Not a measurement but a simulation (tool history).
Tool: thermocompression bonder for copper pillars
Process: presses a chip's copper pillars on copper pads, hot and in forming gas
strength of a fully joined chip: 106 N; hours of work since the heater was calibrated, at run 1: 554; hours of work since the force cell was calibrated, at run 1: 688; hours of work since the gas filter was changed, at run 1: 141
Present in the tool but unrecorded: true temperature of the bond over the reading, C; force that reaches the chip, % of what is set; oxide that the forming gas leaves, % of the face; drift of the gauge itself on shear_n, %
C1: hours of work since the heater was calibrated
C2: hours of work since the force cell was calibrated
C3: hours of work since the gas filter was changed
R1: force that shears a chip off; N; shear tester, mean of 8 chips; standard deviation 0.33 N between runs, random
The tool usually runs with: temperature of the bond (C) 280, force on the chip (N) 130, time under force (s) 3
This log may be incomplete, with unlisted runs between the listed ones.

run 1 hour=0 | temperature_of_the_bond_(C)=280 force_on_the_chip_(N)=130 time_under_force_(s)=3 | C1=554 C2=688 C3=141 | R1=43.2
run 2 hour=21.6 | temperature_of_the_bond_(C)=280 force_on_the_chip_(N)=130 time_under_force_(s)=3 | C1=564 C2=699 C3=151 | R1=43.3
run 3 hour=62.2 | temperature_of_the_bond_(C)=280 force_on_the_chip_(N)=130 time_under_force_(s)=3 | C1=584 C2=718 C3=170 | R1=43.3
run 4 hour=115.1 | temperature_of_the_bond_(C)=280 force_on_the_chip_(N)=130 time_under_force_(s)=3 | C1=609 C2=743 C3=195 | R1=42.4
run 5 hour=147.4 | temperature_of_the_bond_(C)=280 force_on_the_chip_(N)=130 time_under_force_(s)=3 | C1=624 C2=758 C3=210 | R1=43.5
run 6 hour=169.1 | temperature_of_the_bond_(C)=280 force_on_the_chip_(N)=130 time_under_force_(s)=3 | C1=634 C2=768 C3=221 | R1=43.1
run 7 hour=198 | temperature_of_the_bond_(C)=280 force_on_the_chip_(N)=80 time_under_force_(s)=3 | C1=648 C2=782 C3=234 | R1=26.8
run 8 hour=225.2 | temperature_of_the_bond_(C)=280 force_on_the_chip_(N)=80 time_under_force_(s)=3 | C1=660 C2=795 C3=247 | R1=26.6
run 9 hour=270 | temperature_of_the_bond_(C)=280 force_on_the_chip_(N)=80 time_under_force_(s)=8 | C1=682 C2=816 C3=268 | R1=40
run 10 hour=301.1 | temperature_of_the_bond_(C)=280 force_on_the_chip_(N)=80 time_under_force_(s)=8 | C1=696 C2=830 C3=283 | R1=40.2
-- hour=329.6 force cell calibrated
run 11 hour=340.3 | temperature_of_the_bond_(C)=280 force_on_the_chip_(N)=80 time_under_force_(s)=8 | C1=714 C2=5 C3=301 | R1=39.6
run 12 hour=371.2 | temperature_of_the_bond_(C)=280 force_on_the_chip_(N)=80 time_under_force_(s)=8 | C1=729 C2=20 C3=315 | R1=39.7
run 13 hour=400 | temperature_of_the_bond_(C)=280 force_on_the_chip_(N)=80 time_under_force_(s)=8 | C1=742 C2=33 C3=329 | R1=39.8
run 14 hour=435.2 | temperature_of_the_bond_(C)=280 force_on_the_chip_(N)=80 time_under_force_(s)=8 | C1=759 C2=50 C3=345 | R1=39.8
run 15 hour=486.9 | temperature_of_the_bond_(C)=280 force_on_the_chip_(N)=80 time_under_force_(s)=8 | C1=783 C2=74 C3=370 | R1=39.6
run 16 hour=513 | temperature_of_the_bond_(C)=280 force_on_the_chip_(N)=80 time_under_force_(s)=2 | C1=795 C2=86 C3=382 | R1=21.9
run 17 hour=556.5 | temperature_of_the_bond_(C)=280 force_on_the_chip_(N)=80 time_under_force_(s)=2 | C1=816 C2=107 C3=403 | R1=22.3
run 18 hour=582.7 | temperature_of_the_bond_(C)=280 force_on_the_chip_(N)=80 time_under_force_(s)=2 | C1=828 C2=119 C3=415 | R1=22.5
run 19 hour=608 | temperature_of_the_bond_(C)=299 force_on_the_chip_(N)=152 time_under_force_(s)=5 | C1=840 C2=131 C3=427 | R1=70.7
run 20 hour=642 | temperature_of_the_bond_(C)=279 force_on_the_chip_(N)=130 time_under_force_(s)=2 | C1=856 C2=147 C3=443 | R1=35.6
-- hour=669.8 forming gas filter changed
run 21 hour=676.3 | temperature_of_the_bond_(C)=305 force_on_the_chip_(N)=182 time_under_force_(s)=3 | C1=872 C2=163 C3=3 | R1=72.6
run 22 hour=723.6 | temperature_of_the_bond_(C)=280 force_on_the_chip_(N)=112 time_under_force_(s)=2 | C1=894 C2=185 C3=25 | R1=32.2
run 23 hour=765.9 | temperature_of_the_bond_(C)=280 force_on_the_chip_(N)=112 time_under_force_(s)=2 | C1=914 C2=205 C3=45 | R1=31.7
run 24 hour=788.3 | temperature_of_the_bond_(C)=258 force_on_the_chip_(N)=94 time_under_force_(s)=3 | C1=925 C2=216 C3=56 | R1=22.8
run 25 hour=840.6 | temperature_of_the_bond_(C)=276 force_on_the_chip_(N)=83 time_under_force_(s)=3 | C1=950 C2=241 C3=80 | R1=26.1
run 26 hour=874.2 | temperature_of_the_bond_(C)=283 force_on_the_chip_(N)=130 time_under_force_(s)=5 | C1=965 C2=256 C3=96 | R1=53.9
run 27 hour=927.4 | temperature_of_the_bond_(C)=283 force_on_the_chip_(N)=130 time_under_force_(s)=5 | C1=990 C2=282 C3=121 | R1=53.7
-- hour=956.3 heater calibrated with a thermocouple chip
run 28 hour=973.6 | temperature_of_the_bond_(C)=283 force_on_the_chip_(N)=130 time_under_force_(s)=5 | C1=8 C2=302 C3=142 | R1=53.2
run 29 hour=998.6 | temperature_of_the_bond_(C)=280 force_on_the_chip_(N)=125 time_under_force_(s)=3 | C1=20 C2=314 C3=154 | R1=41.6
run 30 hour=1026.2 | temperature_of_the_bond_(C)=308 force_on_the_chip_(N)=175 time_under_force_(s)=3 | C1=33 C2=327 C3=167 | R1=72.6
run 31 hour=1069.9 | temperature_of_the_bond_(C)=256 force_on_the_chip_(N)=130 time_under_force_(s)=2 | C1=54 C2=348 C3=188 | R1=25.9
run 32 hour=1116.4 | temperature_of_the_bond_(C)=272 force_on_the_chip_(N)=130 time_under_force_(s)=3 | C1=75 C2=370 C3=210 | R1=39
run 33 hour=1146.6 | temperature_of_the_bond_(C)=294 force_on_the_chip_(N)=141 time_under_force_(s)=2 | C1=90 C2=384 C3=224 | R1=47.5

Difference, measured minus no-hidden-state, one row per run. Run-to-run variation is common to both terms; the gauge's own scatter need not be:
run=1 R1=-0.1
run=2 R1=-0.1
run=3 R1=+0
run=4 R1=-0.1
run=5 R1=-0.1
run=6 R1=-0.1
run=7 R1=-0.1
run=8 R1=-0.1
run=9 R1=-0.1
run=10 R1=-0.2
run=11 R1=-0.3
run=12 R1=-0.3
run=13 R1=-0.3
run=14 R1=-0.2
run=15 R1=-0.4
run=16 R1=-0.2
run=17 R1=-0.2
run=18 R1=-0.2
run=19 R1=-0.5
run=20 R1=-0.3
run=21 R1=-0.2
run=22 R1=-0.2
run=23 R1=-0.2
run=24 R1=-0.2
run=25 R1=-0.2
run=26 R1=-0.3
run=27 R1=-0.3
run=28 R1=+0
run=29 R1=+0
run=30 R1=-0.1
run=31 R1=+0
run=32 R1=+0
run=33 R1=-0.1
